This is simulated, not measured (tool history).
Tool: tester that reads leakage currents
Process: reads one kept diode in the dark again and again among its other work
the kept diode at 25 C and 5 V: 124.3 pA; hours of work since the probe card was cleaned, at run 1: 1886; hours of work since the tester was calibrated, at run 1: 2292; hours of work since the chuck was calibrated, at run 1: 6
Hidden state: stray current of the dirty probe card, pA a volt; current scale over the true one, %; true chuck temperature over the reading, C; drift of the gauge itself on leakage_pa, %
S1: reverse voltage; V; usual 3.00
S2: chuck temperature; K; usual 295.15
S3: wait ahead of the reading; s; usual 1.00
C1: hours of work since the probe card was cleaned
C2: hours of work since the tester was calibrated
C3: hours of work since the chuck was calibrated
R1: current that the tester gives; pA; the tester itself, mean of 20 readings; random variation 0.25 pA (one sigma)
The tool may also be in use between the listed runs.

run    hour     S1      S2    S3    C1    C2   C3       R1
  1     0.0   3.00  295.15  1.00  1886  2292    6    79.93
  2    95.5   4.44  295.15  1.00  1947  2354   68    94.43
  3   250.1   4.44  295.15  1.00  2047  2454  168    94.11
  4   400.5   4.44  295.15  1.00  2144  2551  265    94.11
  5   488.8   4.44  295.15  1.00  2201  2608  322    94.38
  6   568.5   4.44  295.15  1.00  2253  2659  373    94.20
  7   709.9   3.00  295.15  0.32  2344  2751  465    80.61
  8   865.1   3.00  295.15  0.32  2444  2851  565    80.65
  9   935.5   3.00  295.15  0.32  2490  2896  610    80.59
 10  1009.9  14.85  295.15  1.00  2538  2944  658   155.75
 11  1099.9  14.85  295.15  1.00  2596  3002  716   155.86
 12  1177.2   3.00  295.15  0.94  2646  3052  766    79.65
 13  1343.2   3.00  295.15  0.94  2753  3159  873    80.33
     1457.1  -- chuck's temperature calibrated
 14  1457.1   3.00  295.15  0.94  2825  3232    0    79.74
 15  1535.2   3.00  305.15  0.94  2876  3282   50   171.06
 16  1685.5   3.00  305.15  0.94  2973  3379  147   171.37
 17  1854.7   3.00  305.15  0.94  3082  3488  257   171.63
     1967.6  -- probe card cleaned and baked
 18  1967.6   5.69  305.15  0.94     0  3559  328   223.61
 19  2129.8   5.69  299.15  0.94   105  3664  432   143.05
 20  2208.4   5.69  299.15  0.94   155  3715  483   142.91
 21  2314.4   6.15  306.15  7.88   224  3783  552   247.99
 22  2410.8   6.15  306.15  7.88   286  3846  614   248.21
 23  2579.2   2.70  295.15  3.74   395  3954  723    76.31
 24  2710.4   2.70  295.15  3.74   480  4039  807    76.69
 25  2872.0  11.83  295.15  1.62   584  4143  912   141.44
     2925.9  -- chuck's temperature calibrated
 26  2944.2   3.00  312.15  0.35   629  4189   12   283.02
 27  3083.7   1.22  323.15  0.87   719  4279  102   415.33
 28  3248.3   3.00  332.15  5.90   826  4385  208  1070.55
 29  3342.0   3.00  332.15  5.90   886  4446  269  1069.09
 30  3476.0   3.00  332.15  5.90   973  4532  355  1068.34
 31  3634.5  11.40  332.15  2.30  1075  4635  458  1853.26
 32  3770.2   1.08  331.15  0.61  1163  4722  545   658.67
 33  3907.0   8.66  295.15  1.00  1251  4811  634   124.40
 34  4046.8   3.00  325.15  1.00  1341  4901  724   681.28
 35  4117.7   1.25  306.15  7.56  1387  4947  770   127.67

Measured less the same run without the tool's hidden state. The same run-to-run variation is in both; the gauge's scatter may not be:
run     R1
  1  +0.04
  2  +0.05
  3  +0.06
  4  +0.07
  5  +0.08
  6  +0.08
  7  +0.08
  8  +0.09
  9  +0.09
 10  +0.29
 11  +0.30
 12  +0.10
 13  +0.11
 14  +0.04
 15  +0.03
 16  +0.05
 17  +0.06
 18  +0.04
 19  +0.04
 20  +0.05
 21  +0.09
 22  +0.11
 23  +0.05
 24  +0.05
 25  +0.14
 26  -0.05
 27  -0.06
 28  -0.07
 29  -0.04
 30  +0.03
 31  +0.24
 32  +0.11
 33  +0.10
 34  +0.23
 35  +0.07
